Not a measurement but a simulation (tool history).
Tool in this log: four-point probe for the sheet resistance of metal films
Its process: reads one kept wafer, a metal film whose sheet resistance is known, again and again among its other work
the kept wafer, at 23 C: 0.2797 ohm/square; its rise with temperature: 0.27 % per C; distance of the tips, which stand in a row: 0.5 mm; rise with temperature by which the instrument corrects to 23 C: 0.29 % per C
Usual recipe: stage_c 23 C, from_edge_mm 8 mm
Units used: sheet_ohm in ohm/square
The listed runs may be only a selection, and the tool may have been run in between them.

Run 1, day 0.000: usual settings. Result: sheet_ohm 0.282792 ohm/square.
Run 2, day 1.504: usual settings. Result: sheet_ohm 0.282808 ohm/square.
Run 3, day 3.404: usual settings but from_edge_mm 10 mm. Result: sheet_ohm 0.282773 ohm/square.
Run 4, day 6.721: usual settings but from_edge_mm 10 mm. Result: sheet_ohm 0.282789 ohm/square.
Run 5, day 8.271: usual settings. Result: sheet_ohm 0.283144 ohm/square.
Run 6, day 10.542: usual settings. Result: sheet_ohm 0.283262 ohm/square.
Run 7, day 13.121: usual settings. Result: sheet_ohm 0.283280 ohm/square.
Run 8, day 15.783: usual settings. Result: sheet_ohm 0.283343 ohm/square.
Run 9, day 19.200: usual settings but from_edge_mm 3 mm. Result: sheet_ohm 0.287097 ohm/square.
Run 10, day 21.758: usual settings but from_edge_mm 3 mm. Result: sheet_ohm 0.287242 ohm/square.
Run 11, day 23.517: usual settings but from_edge_mm 3 mm. Result: sheet_ohm 0.287275 ohm/square.
At day 24.558: new probe head fitted.
Run 12, day 27.125: usual settings but from_edge_mm 3 mm. Result: sheet_ohm 0.284831 ohm/square.
Run 13, day 29.229: usual settings. Result: sheet_ohm 0.281278 ohm/square.
Run 14, day 32.446: usual settings but stage_c 32 C. Result: sheet_ohm 0.280723 ohm/square.
Run 15, day 35.858: usual settings but stage_c 32 C. Result: sheet_ohm 0.280901 ohm/square.
Run 16, day 37.888: usual settings. Result: sheet_ohm 0.281609 ohm/square.
Run 17, day 39.912: usual settings. Result: sheet_ohm 0.281839 ohm/square.
Run 18, day 43.079: usual settings. Result: sheet_ohm 0.281738 ohm/square.
Run 19, day 45.542: usual settings but from_edge_mm 18 mm. Result: sheet_ohm 0.281516 ohm/square.
Run 20, day 47.308: usual settings but from_edge_mm 18 mm. Result: sheet_ohm 0.281427 ohm/square.
Run 21, day 49.492: usual settings. Result: sheet_ohm 0.281919 ohm/square.
Run 22, day 52.312: usual settings. Result: sheet_ohm 0.282194 ohm/square.
At day 53.358: stage's thermometer calibrated.
Run 23, day 54.812: usual settings but stage_c 21 C, from_edge_mm 9 mm. Result: sheet_ohm 0.282079 ohm/square.
Run 24, day 56.612: usual settings but stage_c 33 C, from_edge_mm 5 mm. Result: sheet_ohm 0.282303 ohm/square.
Run 25, day 59.567: usual settings but stage_c 19 C, from_edge_mm 12 mm. Result: sheet_ohm 0.282163 ohm/square.
Run 26, day 61.496: usual settings but stage_c 27 C, from_edge_mm 5 mm. Result: sheet_ohm 0.283044 ohm/square.
Run 27, day 64.154: usual settings but from_edge_mm 55 mm. Result: sheet_ohm 0.281703 ohm/square.
Run 28, day 65.762: usual settings but from_edge_mm 55 mm. Result: sheet_ohm 0.281881 ohm/square.
Run 29, day 68.221: usual settings but stage_c 27 C, from_edge_mm 69 mm. Result: sheet_ohm 0.281714 ohm/square.
Run 30, day 71.358: usual settings but stage_c 22 C, from_edge_mm 6 mm. Result: sheet_ohm 0.283202 ohm/square.
Run 31, day 72.917: usual settings but stage_c 18 C. Result: sheet_ohm 0.283137 ohm/square.
Run 32, day 74.825: usual settings but stage_c 22 C, from_edge_mm 24 mm. Result: sheet_ohm 0.282344 ohm/square.
Run 33, day 78.075: usual settings but stage_c 30 C, from_edge_mm 61 mm. Result: sheet_ohm 0.281834 ohm/square.
Run 34, day 80.692: usual settings but stage_c 30 C, from_edge_mm 61 mm. Result: sheet_ohm 0.281897 ohm/square.
Run 35, day 82.183: usual settings but stage_c 24 C, from_edge_mm 26 mm. Result: sheet_ohm 0.282391 ohm/square.
Run 36, day 84.562: usual settings but stage_c 25 C, from_edge_mm 26 mm. Result: sheet_ohm 0.282358 ohm/square.
Run 37, day 86.338: usual settings but stage_c 25 C, from_edge_mm 26 mm. Result: sheet_ohm 0.282548 ohm/square.
Run 38, day 87.800: usual settings but stage_c 20 C, from_edge_mm 13 mm. Result: sheet_ohm 0.283073 ohm/square.
Run 39, day 91.225: usual settings but stage_c 26 C, from_edge_mm 16 mm. Result: sheet_ohm 0.282648 ohm/square.
Run 40, day 94.017: usual settings but stage_c 26 C, from_edge_mm 16 mm. Result: sheet_ohm 0.282827 ohm/square.
At day 95.883: new probe head fitted.
Run 41, day 96.250: usual settings but stage_c 34 C, from_edge_mm 21 mm. Result: sheet_ohm 0.278458 ohm/square.
Run 42, day 99.692: usual settings but stage_c 25 C, from_edge_mm 47 mm. Result: sheet_ohm 0.279155 ohm/square.
Run 43, day 102.412: usual settings but from_edge_mm 16 mm. Result: sheet_ohm 0.279516 ohm/square.
Run 44, day 104.404: usual settings but from_edge_mm 60 mm. Result: sheet_ohm 0.279459 ohm/square.

How would selected steps in sheet_ohm from run to run divide? Give the signed amount a tool lacking its hidden state would still show from settings, what came in and random variation, and the signed amount left for the hidden state, including any gauge scatter that is not in both of the compared results.
The hidden state here: inner tips' distance over the nominal, %; tips' flats over new ones', %; wafer's true temperature over the reading, C; drift of the gauge itself on sheet_ohm, %.
Run 8 -> 9: from_edge_mm 8 -> 3. sheet_ohm +0.003754 ohm/square: hidden state +0.000160, all else +0.003594.
Run 11 -> 12: new probe head fitted. sheet_ohm -0.002444 ohm/square: hidden state -0.002520, all else +0.000076.
Run 12 -> 13: from_edge_mm 3 -> 8. sheet_ohm -0.003553 ohm/square: hidden state +0.000069, all else -0.003622.
Run 40 -> 41: stage_c 26 -> 34, from_edge_mm 16 -> 21, new probe head fitted. sheet_ohm -0.004369 ohm/square: hidden state -0.003761, all else -0.000608.

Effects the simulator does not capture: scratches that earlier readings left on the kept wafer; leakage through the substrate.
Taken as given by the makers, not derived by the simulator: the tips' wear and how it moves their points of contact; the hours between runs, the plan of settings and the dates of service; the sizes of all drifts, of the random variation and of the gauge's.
